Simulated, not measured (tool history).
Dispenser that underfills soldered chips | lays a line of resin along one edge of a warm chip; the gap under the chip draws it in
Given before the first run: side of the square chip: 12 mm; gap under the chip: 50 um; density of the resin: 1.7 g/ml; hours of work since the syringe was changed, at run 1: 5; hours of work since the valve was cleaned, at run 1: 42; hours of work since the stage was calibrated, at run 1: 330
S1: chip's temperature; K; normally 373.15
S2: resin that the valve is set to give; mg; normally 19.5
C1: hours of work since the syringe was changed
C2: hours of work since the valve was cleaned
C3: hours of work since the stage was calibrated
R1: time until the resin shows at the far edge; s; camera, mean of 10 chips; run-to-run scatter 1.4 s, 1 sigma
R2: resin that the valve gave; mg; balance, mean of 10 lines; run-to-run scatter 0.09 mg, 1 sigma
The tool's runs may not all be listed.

Run 1, hour 0: usual settings; C1 5; C2 42; C3 330. Result: R1 174.3 s, R2 19.32 mg.
At hour 9.8: new syringe of resin.
Run 2, hour 13: usual settings; C1 2; C2 51; C3 339. Result: R1 153.4 s, R2 19.12 mg.
Run 3, hour 23.6: usual settings; C1 10; C2 59; C3 347. Result: R1 243.2 s, R2 19.08 mg.
At hour 26.1: new syringe of resin.
Run 4, hour 36: usual settings; C1 7; C2 68; C3 356. Result: R1 201.5 s, R2 19.12 mg.
At hour 41.6: new syringe of resin.
Run 5, hour 46.7: usual settings; C1 4; C2 76; C3 364. Result: R1 166.6 s, R2 18.81 mg.
At hour 57.2: new syringe of resin.
Run 6, hour 57.2: usual settings; C1 0; C2 84; C3 372. Result: R1 129.5 s, R2 18.89 mg.
Run 7, hour 64.9: usual settings; C1 6; C2 90; C3 377. Result: R1 185 s, R2 18.8 mg.
At hour 73.1: new syringe of resin.
Run 8, hour 78.9: usual settings but S1 383.15 K; C1 4; C2 100; C3 388. Result: R1 125.6 s, R2 18.72 mg.
At hour 88.9: new syringe of resin.
Run 9, hour 88.9: usual settings but S1 383.15 K; C1 0; C2 107; C3 395. Result: R1 99.3 s, R2 18.63 mg.
Run 10, hour 98.6: usual settings; C1 7; C2 114; C3 402. Result: R1 204.1 s, R2 18.57 mg.
At hour 104.4: new syringe of resin.
Run 11, hour 106.7: usual settings; C1 2; C2 120; C3 408. Result: R1 140.5 s, R2 18.56 mg.
At hour 114.5: dispensing valve cleaned and set on the balance.
Run 12, hour 119.4: usual settings but S2 20.8 mg; C1 11; C2 4; C3 417. Result: R1 231.9 s, R2 20.62 mg.
At hour 121.5: new syringe of resin.
Run 13, hour 127.8: usual settings but S2 20.8 mg; C1 5; C2 10; C3 423. Result: R1 168 s, R2 20.72 mg.
At hour 137.5: new syringe of resin.
Run 14, hour 140: usual settings but S2 20.8 mg; C1 2; C2 19; C3 432. Result: R1 143.1 s, R2 20.39 mg.
Run 15, hour 149.6: usual settings; C1 9; C2 26; C3 439. Result: R1 222.4 s, R2 19.24 mg.
At hour 153.1: new syringe of resin.
Run 16, hour 162.8: usual settings but S2 19 mg; C1 7; C2 36; C3 449. Result: R1 200.5 s, R2 18.64 mg.
At hour 168.7: new syringe of resin.
Run 17, hour 173: usual settings; C1 3; C2 43; C3 456. Result: R1 157.7 s, R2 19.06 mg.
At hour 184.6: new syringe of resin.
Run 18, hour 187.8: usual settings but S1 360.15 K, S2 25 mg; C1 2; C2 54; C3 467. Result: R1 219 s, R2 24.41 mg.
Run 19, hour 197.4: usual settings but S1 382.15 K, S2 22.7 mg; C1 10; C2 61; C3 475. Result: R1 172.3 s, R2 21.98 mg.
At hour 200.7: new syringe of resin.
Run 20, hour 204.4: usual settings but S1 382.15 K, S2 24.5 mg; C1 3; C2 66; C3 480. Result: R1 111.5 s, R2 23.84 mg.
Run 21, hour 212.8: usual settings but S1 359.15 K, S2 20.3 mg; C1 9; C2 73; C3 486. Result: R1 328.7 s, R2 19.55 mg.
At hour 216.6: new syringe of resin.
Run 22, hour 223.9: usual settings but S2 24.8 mg; C1 6; C2 81; C3 494. Result: R1 175.1 s, R2 23.91 mg.
At hour 232.2: new syringe of resin.
Run 23, hour 236.6: usual settings but S1 363.15 K, S2 21.8 mg; C1 3; C2 90; C3 503. Result: R1 214.7 s, R2 21.08 mg.
At hour 248.6: new syringe of resin.
Run 24, hour 248.9: usual settings but S1 363.15 K, S2 21.8 mg; C1 0; C2 99; C3 512. Result: R1 178.1 s, R2 20.89 mg.
Run 25, hour 261: usual settings but S1 384.15 K, S2 19.9 mg; C1 9; C2 108; C3 522. Result: R1 160.5 s, R2 18.91 mg.
At hour 264.5: new syringe of resin.
Run 26, hour 273.5: usual settings but S1 361.15 K, S2 24.3 mg; C1 7; C2 117; C3 531. Result: R1 282.3 s, R2 23.19 mg.
At hour 280.6: new syringe of resin.
At hour 285.3: dispensing valve cleaned and set on the balance.
Run 27, hour 286.8: usual settings but S1 361.15 K, S2 24.3 mg; C1 4; C2 1; C3 540. Result: R1 228 s, R2 24.37 mg.
Run 28, hour 292.8: usual settings but S2 25.1 mg; C1 8; C2 6; C3 544. Result: R1 208.4 s, R2 24.98 mg.
At hour 297.5: new syringe of resin.
Run 29, hour 300.4: usual settings but S1 359.15 K, S2 20.5 mg; C1 2; C2 11; C3 550. Result: R1 233.5 s, R2 20.34 mg.
At hour 312.9: new syringe of resin.
Run 30, hour 312.9: usual settings but S1 361.15 K, S2 25.4 mg; C1 0; C2 20; C3 559. Result: R1 181.6 s, R2 25.09 mg.
Run 31, hour 319: usual settings but S1 364.15 K, S2 25 mg; C1 5; C2 25; C3 564. Result: R1 216.7 s, R2 24.71 mg.
At hour 328.8: new syringe of resin.
Run 32, hour 328.8: usual settings but S2 16.9 mg; C1 0; C2 32; C3 571. Result: R1 131.3 s, R2 16.7 mg.
Run 33, hour 335.8: usual settings but S1 369.15 K, S2 18.1 mg; C1 5; C2 37; C3 576. Result: R1 198.8 s, R2 17.8 mg.
Run 34, hour 341.9: usual settings but S1 369.15 K, S2 18.1 mg; C1 10; C2 42; C3 581. Result: R1 259.2 s, R2 17.78 mg.

Forecast each of these 5 alternatives for the next run:
At hour 344.4: new syringe of resin.
Run A, hour 348.6: usual settings but S1 381.15 K; C1 3; C2 47; C3 585. Result: R1 ?, R2 ?.
At hour 344.4: new syringe of resin.
Run B, hour 348.6: usual settings but S1 383.15 K, S2 22.3 mg; C1 3; C2 47; C3 585. Result: R1 ?, R2 ?.
At hour 344.4: new syringe of resin.
Run C, hour 348.6: usual settings but S1 358.15 K, S2 24.7 mg; C1 3; C2 47; C3 585. Result: R1 ?, R2 ?.
At hour 344.4: new syringe of resin.
Run D, hour 348.6: usual settings but S1 360.15 K, S2 18.7 mg; C1 3; C2 47; C3 585. Result: R1 ?, R2 ?.
At hour 344.4: new syringe of resin.
Run E, hour 348.6: usual settings but S2 24.4 mg; C1 3; C2 47; C3 585. Result: R1 ?, R2 ?.

run     R1     R2
  A  122.7  18.96
  B  114.4  21.82
  C  245.1  24.26
  D  236.4  18.29
  E  156.3  23.79
The same runs, with their run-to-run variation unchanged, on a tool lacking any hidden condition would have given:
run     R1     R2
  A  106.2  19.36
  B   99.1  22.28
  C  213.8  24.76
  D  205.6  18.67
  E  135.8  24.29
